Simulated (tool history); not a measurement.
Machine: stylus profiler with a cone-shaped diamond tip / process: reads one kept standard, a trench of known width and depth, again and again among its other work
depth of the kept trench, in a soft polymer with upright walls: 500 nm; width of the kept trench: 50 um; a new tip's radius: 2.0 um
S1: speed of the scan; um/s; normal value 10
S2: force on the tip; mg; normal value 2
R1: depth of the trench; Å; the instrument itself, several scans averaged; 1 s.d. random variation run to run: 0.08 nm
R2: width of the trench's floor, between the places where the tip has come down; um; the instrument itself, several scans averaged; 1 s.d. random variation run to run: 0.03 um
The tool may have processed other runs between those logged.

Run 1, hour 0: usual settings. Result: R1 5042.9 Å, R2 47.11 um.
Run 2, hour 26.9: usual settings. Result: R1 5044.6 Å, R2 47.04 um.
Run 3, hour 58.9: usual settings. Result: R1 5041.5 Å, R2 47.11 um.
Run 4, hour 81.1: usual settings but S1 26 um/s. Result: R1 5043.2 Å, R2 47 um.
Run 5, hour 107.7: usual settings but S1 26 um/s. Result: R1 5042.4 Å, R2 47.06 um.
Run 6, hour 155.2: usual settings but S1 26 um/s. Result: R1 5041.2 Å, R2 47.02 um.
Run 7, hour 179.7: usual settings but S1 26 um/s. Result: R1 5044.4 Å, R2 46.94 um.
Run 8, hour 224.9: usual settings but S1 26 um/s. Result: R1 5042.6 Å, R2 46.95 um.
Run 9, hour 272.8: usual settings. Result: R1 5042.1 Å, R2 46.95 um.
Run 10, hour 318.1: usual settings but S2 3.38 mg. Result: R1 5061.2 Å, R2 46.9 um.
Run 11, hour 360.1: usual settings but S1 9 um/s, S2 3.38 mg. Result: R1 5061 Å, R2 46.87 um.
Run 12, hour 406.7: usual settings. Result: R1 5041.2 Å, R2 46.92 um.
Run 13, hour 428.1: usual settings. Result: R1 5041.6 Å, R2 46.93 um.
Run 14, hour 473.7: usual settings. Result: R1 5040.3 Å, R2 46.86 um.
Run 15, hour 513.3: usual settings. Result: R1 5041.3 Å, R2 46.79 um.
Run 16, hour 534.7: usual settings. Result: R1 5041.2 Å, R2 46.84 um.
Run 17, hour 567: usual settings but S2 3.23 mg. Result: R1 5057.5 Å, R2 46.84 um.
Run 18, hour 610.8: usual settings but S1 8 um/s. Result: R1 5041.4 Å, R2 46.75 um.
Run 19, hour 646.1: usual settings but S1 11 um/s. Result: R1 5040.6 Å, R2 46.77 um.
Run 20, hour 693.9: usual settings but S1 11 um/s. Result: R1 5040.4 Å, R2 46.71 um.
Run 21, hour 730.1: usual settings but S1 11 um/s. Result: R1 5039.5 Å, R2 46.69 um.
Run 22, hour 751.6: usual settings but S1 11 um/s. Result: R1 5040 Å, R2 46.72 um.
Run 23, hour 779.9: usual settings but S1 11 um/s. Result: R1 5039.2 Å, R2 46.73 um.
Run 24, hour 822.8: usual settings but S1 11 um/s. Result: R1 5039.2 Å, R2 46.67 um.
Run 25, hour 847.9: usual settings but S1 11 um/s. Result: R1 5038.6 Å, R2 46.72 um.
Run 26, hour 888.5: usual settings but S1 14 um/s, S2 4.85 mg. Result: R1 5077.9 Å, R2 46.67 um.
Run 27, hour 911.4: usual settings but S1 14 um/s, S2 4.85 mg. Result: R1 5076.2 Å, R2 46.64 um.
Run 28, hour 959.5: usual settings but S1 11 um/s, S2 1.08 mg. Result: R1 5023.4 Å, R2 46.58 um.
Run 29, hour 993.6: usual settings but S1 25 um/s, S2 4.21 mg. Result: R1 5068.1 Å, R2 46.64 um.
Run 30, hour 1041.4: usual settings but S1 25 um/s, S2 4.21 mg. Result: R1 5067.8 Å, R2 46.57 um.
Run 31, hour 1070.1: usual settings but S1 7 um/s, S2 0.7 mg. Result: R1 5016.9 Å, R2 46.57 um.
Run 32, hour 1105.5: usual settings but S1 5 um/s, S2 1.69 mg. Result: R1 5032.2 Å, R2 46.57 um.
Run 33, hour 1147: usual settings but S1 4 um/s, S2 1.14 mg. Result: R1 5023.9 Å, R2 46.55 um.
Run 34, hour 1177.3: usual settings but S1 21 um/s, S2 3.04 mg. Result: R1 5053.3 Å, R2 46.48 um.
Run 35, hour 1204.5: usual settings but S1 16 um/s, S2 1.79 mg. Result: R1 5034.5 Å, R2 46.45 um.
Run 36, hour 1251.1: usual settings but S1 4 um/s, S2 1.64 mg. Result: R1 5032.6 Å, R2 46.51 um.
Run 37, hour 1278.5: usual settings but S1 4 um/s, S2 1.64 mg. Result: R1 5031.4 Å, R2 46.43 um.
Run 38, hour 1304.9: usual settings but S1 4 um/s, S2 1.64 mg. Result: R1 5030.8 Å, R2 46.52 um.
Run 39, hour 1326.7: usual settings but S1 4 um/s, S2 0.69 mg. Result: R1 5012.9 Å, R2 46.48 um.
Run 40, hour 1361.6: usual settings but S1 4 um/s, S2 0.69 mg. Result: R1 5013.2 Å, R2 46.42 um.
Run 41, hour 1402.8: usual settings but S1 30 um/s, S2 3.84 mg. Result: R1 5061.6 Å, R2 46.34 um.
Run 42, hour 1438.5: usual settings but S1 6 um/s, S2 3.94 mg. Result: R1 5062.8 Å, R2 46.4 um.
Run 43, hour 1480.4: usual settings but S1 12 um/s, S2 4.19 mg. Result: R1 5066.6 Å, R2 46.4 um.
Run 44, hour 1509: usual settings but S2 4.31 mg. Result: R1 5066.9 Å, R2 46.3 um.
Run 45, hour 1530.2: usual settings but S2 4.31 mg. Result: R1 5069.2 Å, R2 46.36 um.
Run 46, hour 1554.3: usual settings but S2 4.31 mg. Result: R1 5066.4 Å, R2 46.31 um.

For some of the steps in R1 from one run to the next: how much would appear even if the tool had no hidden state, given the settings, what came in and random variation, and how much remains for the hidden state plus any gauge scatter that the measured result and the result without hidden state don't share?
Unlogged tool condition in this case: radius of the tip, um; height scale over the true one, %; drift of the gauge itself on depth_nm, %; drift of the gauge itself on floor_um, %.
Run 4 -> 5: no setting touched and nothing written in the log between the runs. R1 -0.8 Å: hidden state -0.3, all else -0.5.
Run 7 -> 8: no setting touched and nothing written in the log between the runs. R1 -1.8 Å: hidden state -0.3, all else -1.5.
Run 9 -> 10: S2 2 -> 3.38. R1 +19.1 Å: hidden state -0.3, all else +19.4.
Run 27 -> 28: S1 14 -> 11, S2 4.85 -> 1.08. R1 -52.8 Å: hidden state -0.2, all else -52.6.
Run 30 -> 31: S1 25 -> 7, S2 4.21 -> 0.7. R1 -50.9 Å: hidden state -0.1, all else -50.8.
Run 40 -> 41: S1 4 -> 30, S2 0.69 -> 3.84. R1 +48.4 Å: hidden state -0.3, all else +48.7.
